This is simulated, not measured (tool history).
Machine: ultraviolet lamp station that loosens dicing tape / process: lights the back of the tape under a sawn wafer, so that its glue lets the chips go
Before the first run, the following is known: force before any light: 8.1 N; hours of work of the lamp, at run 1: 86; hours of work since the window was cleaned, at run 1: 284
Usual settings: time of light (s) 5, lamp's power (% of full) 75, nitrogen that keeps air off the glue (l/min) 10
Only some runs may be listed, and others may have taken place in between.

run    day  time of light (s)  lamp's power (% of full)  nitrogen that keeps air off the glue (l/min)  hours of work of the lamp  hours of work since the window was cleaned  force that peels the tape off (N)  light that reached the tape (mJ/cm2)
  1      0                  5                        75                                            10                         86                                         284                              1.048                                   208
  2  0.379                  5                        75                                             4                         92                                         290                              1.604                                   204
  3  0.729                  5                        75                                            10                         98                                         296                              1.076                                   207
  4   0.95                  5                        75                                            10                        102                                         300                              1.068                                   208
  5  1.146                  5                        75                                            10                        105                                         303                              1.063                                   209
  6  1.504                  5                        75                                            10                        111                                         309                                1.1                                   203
  7  1.671                  5                        75                                            10                        113                                         311                              1.115                                   210
  8  1.975                  5                        75                                            10                        118                                         316                               1.15                                   202
  9  2.258                  5                        75                                            10                        123                                         321                              1.133                                   203
 10  2.571                  5                        75                                            10                        128                                         326                              1.098                                   199
 11  2.896                  5                        75                                            10                        134                                         332                              1.098                                   199
 12  3.079                  5                        75                                            10                        137                                         335                              1.158                                   200
 13  3.338                  4                        75                                            10                        141                                         339                              1.552                                   158
 14  3.554                  4                        75                                            10                        144                                         342                              1.662                                   157
 15   3.85                  4                        75                                            10                        149                                         347                              1.694                                   155
 16  4.121                  5                        70                                            10                        154                                         352                              1.331                                   183
 17    4.3                  3                        94                                            17                        157                                         355                              1.536                                   149
 18  4.604                  3                        75                                             7                        162                                         360                              2.707                                   120
     4.658  -- window cleaned of glue's vapour
 19  5.004                  3                        75                                             7                        168                                           6                              2.758                                   116
 20  5.379                  4                        75                                             9                        174                                          12                              1.798                                   150
 21  5.638                  4                        75                                             9                        178                                          16                              1.773                                   150
 22  5.796                  4                        75                                             9                        181                                          19                              1.768                                   150
      6.05  -- window cleaned of glue's vapour, once more
 23  6.167                  4                        75                                            12                        187                                           2                              1.385                                   166
 24  6.362                  4                        60                                            12                        190                                           5                              1.991                                   137
 25  6.562                  2                        89                                            10                        193                                           8                              2.853                                    99
 26  6.875                  5                        86                                            10                        198                                          14                              0.809                                   237
 27  7.129                  9                        86                                             4                        203                                          18                              0.439                                   426
 28  7.429                  9                        86                                             5                        208                                          23                              0.395                                   427
 29  7.775                  9                        86                                             5                        213                                          28                              0.394                                   422
 30  8.058                  5                        77                                             8                        218                                          33                              1.104                                   211

3 ways to go on from here, each from the tool as it stands after run 30. What would each give?
  A  8.288                  7                        77                                            11                        222                                          37                                  ?                                     ?
  B  8.288                  5                        75                                             4                        222                                          37                                  ?                                     ?
  C  8.288                  8                        71                                             6                        222                                          37                                  ?                                     ?

run  force that peels the tape off (N)  light that reached the tape (mJ/cm2)
  A                              0.544                                   298
  B                              1.602                                   202
  C                              0.622                                   308
Had the tool no hidden state, the same runs would have come out as:
run  force that peels the tape off (N)  light that reached the tape (mJ/cm2)
  A                              0.428                                   340
  B                              1.302                                   231
  C                              0.481                                   352
